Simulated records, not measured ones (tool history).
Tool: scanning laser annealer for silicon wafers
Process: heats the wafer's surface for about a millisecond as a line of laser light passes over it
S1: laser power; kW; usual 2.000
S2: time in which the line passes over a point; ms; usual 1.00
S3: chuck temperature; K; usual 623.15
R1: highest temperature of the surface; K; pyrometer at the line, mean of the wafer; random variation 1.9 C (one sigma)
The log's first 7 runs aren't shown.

run	hour	S1	S2	S3	R1
8	53.0	1.947	1.00	623.15	1398.15
9	60.2	2.000	1.00	623.15	1419.15
10	67.0	2.000	1.00	623.15	1421.15
11	73.4	2.000	1.00	633.15	1431.15
12	82.6	2.000	1.09	633.15	1473.15
13	92.6	2.000	1.09	633.15	1467.15
14	102.9	2.000	1.09	633.15	1467.15
15	111.0	2.000	1.09	633.15	1469.15
16	121.2	2.000	1.09	633.15	1469.15
17	128.7	2.000	1.09	633.15	1469.15
18	135.2	2.000	0.80	633.15	1335.15
19	140.6	2.000	0.80	633.15	1338.15
20	150.9	2.000	1.03	633.15	1444.15
21	156.0	2.000	1.03	633.15	1445.15
22	161.2	1.942	1.05	649.15	1442.15
23	166.1	1.784	1.18	617.15	1394.15
24	175.3	1.784	1.18	617.15	1398.15
25	183.1	1.784	1.18	617.15	1396.15
26	192.0	1.900	0.86	650.15	1348.15
27	198.6	2.158	1.12	663.15	1579.15
28	206.6	2.158	1.12	663.15	1579.15
29	214.2	2.190	1.00	623.15	1497.15

Forecast run 30:
30	223.9	2.110	1.00	623.15	?

{"run 30": {"R1": 1465.15}}
Without the tool's hidden state the same run would have given R1 1466.15 K.
